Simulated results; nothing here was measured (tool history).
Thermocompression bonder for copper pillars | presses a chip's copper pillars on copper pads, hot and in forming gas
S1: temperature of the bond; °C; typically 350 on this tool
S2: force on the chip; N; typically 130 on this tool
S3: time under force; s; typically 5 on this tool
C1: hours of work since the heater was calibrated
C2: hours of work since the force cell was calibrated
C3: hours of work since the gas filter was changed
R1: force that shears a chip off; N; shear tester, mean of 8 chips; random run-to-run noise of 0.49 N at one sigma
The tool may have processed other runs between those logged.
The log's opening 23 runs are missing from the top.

| run | day | S1 | S2 | S3 | C1 | C2 | C3 | R1 |
|---|---|---|---|---|---|---|---|---|
| 24 | 6.683 | 335 | 130 | 5 | 42 | 719 | 80 | 31.9 |
| 25 | 7.029 | 335 | 130 | 5 | 47 | 725 | 85 | 31.8 |
| 26 | 7.308 | 350 | 130 | 6 | 51 | 729 | 90 | 38.7 |
| 27 | 7.529 | 347 | 90 | 12 | 55 | 732 | 93 | 35.8 |
| 28 | 7.817 | 350 | 100 | 5 | 59 | 737 | 97 | 28.2 |
| 29 | 8.150 | 350 | 100 | 5 | 64 | 742 | 103 | 28.3 |
| 30 | 8.329 | 350 | 100 | 5 | 67 | 744 | 105 | 29.2 |
| 31 | 8.604 | 373 | 167 | 9 | 71 | 749 | 109 | 59.8 |
| 32 | 8.962 | 373 | 167 | 9 | 77 | 754 | 115 | 61.3 |

Estimate the outcome of run 33 from the log above:
| 33 | 9.208 | 361 | 123 | 3 | 80 | 758 | 119 | ? |

Run 33 yielded R1 30.5 N.
The same run, on a tool lacking any hidden state, would have yielded R1 30.4 N.
